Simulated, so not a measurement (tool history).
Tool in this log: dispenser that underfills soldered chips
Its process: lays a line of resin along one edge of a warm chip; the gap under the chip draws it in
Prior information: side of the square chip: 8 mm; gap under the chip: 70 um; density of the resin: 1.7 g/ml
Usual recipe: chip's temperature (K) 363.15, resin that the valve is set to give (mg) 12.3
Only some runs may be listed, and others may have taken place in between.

run	hour	chip's temperature (K)	resin that the valve is set to give (mg)	time until the resin shows at the far edge (s)	resin that the valve gave (mg)
1	0	363.15	12.3	24.9	12.11
2	5.7	363.15	12.3	30.7	12.1
3	10.1	363.15	12.3	35.8	12.08
# hour 13.9: new syringe of resin
4	19.2	363.15	12.3	30.9	12
5	24.4	363.15	12.3	37.7	11.88
# hour 27.8: new syringe of resin
6	31.7	363.15	14.9	28.9	14.39
7	39.2	363.15	14.9	38.2	14.27
# hour 41.2: new syringe of resin
8	45.6	376.15	12	18.8	11.59
9	49.2	376.15	12	21.6	11.53
# hour 54.7: new syringe of resin
10	55.6	368.15	13.2	22	12.65
11	62.7	368.15	13.2	29.1	12.68

3 options for the next run, each taken on its own from the tool as it stands now. Forecast them:
# hour 67.9: new syringe of resin
A	68.9	351.15	13.7	?	?
# hour 67.9: new syringe of resin
B	68.9	378.15	14.1	?	?
# hour 67.9: new syringe of resin
C	68.9	368.15	11.2	?	?

run	time until the resin shows at the far edge (s)	resin that the valve gave (mg)
A	42	13.2
B	14.4	13.4
C	22.5	10.69
Without the tool's hidden state the same runs would have given:
run	time until the resin shows at the far edge (s)	resin that the valve gave (mg)
A	38.9	13.82
B	13.4	14.02
C	20.8	11.2

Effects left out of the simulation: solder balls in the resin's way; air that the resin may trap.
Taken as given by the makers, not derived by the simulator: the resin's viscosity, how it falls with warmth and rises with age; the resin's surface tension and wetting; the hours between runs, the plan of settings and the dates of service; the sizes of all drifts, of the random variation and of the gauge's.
